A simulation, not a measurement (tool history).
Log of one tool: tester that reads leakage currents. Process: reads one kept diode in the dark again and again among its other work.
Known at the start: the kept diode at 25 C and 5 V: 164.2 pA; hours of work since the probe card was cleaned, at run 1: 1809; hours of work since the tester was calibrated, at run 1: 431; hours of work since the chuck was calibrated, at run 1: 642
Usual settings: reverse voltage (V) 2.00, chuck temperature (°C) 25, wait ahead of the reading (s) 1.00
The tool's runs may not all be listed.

run	hour	reverse voltage (V)	chuck temperature (°C)	wait ahead of the reading (s)	hours of work since the probe card was cleaned	hours of work since the tester was calibrated	hours of work since the chuck was calibrated	current that the tester gives (pA)
1	0.0	2.00	25	1.00	1809	431	642	85.24
2	20.0	2.00	25	1.00	1821	443	654	85.21
3	47.2	2.00	21	1.00	1837	460	670	60.04
4	67.4	2.00	21	1.00	1849	472	682	59.94
5	97.8	2.00	21	1.00	1867	490	701	59.76
6	129.0	11.04	25	1.00	1886	508	719	244.63
7	146.1	11.04	25	1.00	1896	519	729	244.51
8	172.6	11.04	25	1.00	1912	535	745	242.39
9	189.2	3.99	25	1.00	1922	544	755	128.57
10	208.3	3.99	23	1.00	1933	556	767	107.94
11	224.9	3.99	23	1.00	1943	566	776	107.31
12	250.4	2.00	25	1.00	1959	581	792	82.97
13	267.4	2.00	25	1.00	1969	591	802	82.95
14	282.3	18.62	21	5.92	1978	600	811	243.70
15	316.0	18.62	21	5.92	1998	620	831	242.82
16	341.3	2.00	25	7.65	2013	635	846	82.01
17	361.0	2.00	25	7.65	2025	647	858	81.86
# hour 384.7: chuck's temperature calibrated
18	387.9	13.80	37	6.35	2039	662	2	888.87
# hour 414.3: probe card cleaned and baked
19	416.7	13.80	37	6.35	1	677	17	849.05
20	447.5	2.16	25	7.11	20	696	36	99.32
21	478.0	8.30	25	6.37	38	714	54	222.18
22	510.4	2.45	25	1.61	57	733	73	106.63
23	528.4	2.45	25	1.61	68	744	84	106.63
24	556.1	2.45	25	1.61	85	761	101	105.76
25	589.5	2.00	34	0.43	105	780	121	203.39

Forecast each of these 5 alternatives for the next run:
A	620.2	2.00	22	0.43	123	799	139	?
B	620.2	2.00	28	1.24	123	799	139	?
C	620.2	4.93	56	9.06	123	799	139	?
D	620.2	7.56	40	7.86	123	799	139	?
E	620.2	1.11	22	1.13	123	799	139	?

run	current that the tester gives (pA)
A	71.24
B	121.58
C	2010.79
D	741.96
E	49.66
Without the tool's hidden state the same runs would have given:
run	current that the tester gives (pA)
A	72.96
B	124.60
C	2055.67
D	759.51
E	50.91

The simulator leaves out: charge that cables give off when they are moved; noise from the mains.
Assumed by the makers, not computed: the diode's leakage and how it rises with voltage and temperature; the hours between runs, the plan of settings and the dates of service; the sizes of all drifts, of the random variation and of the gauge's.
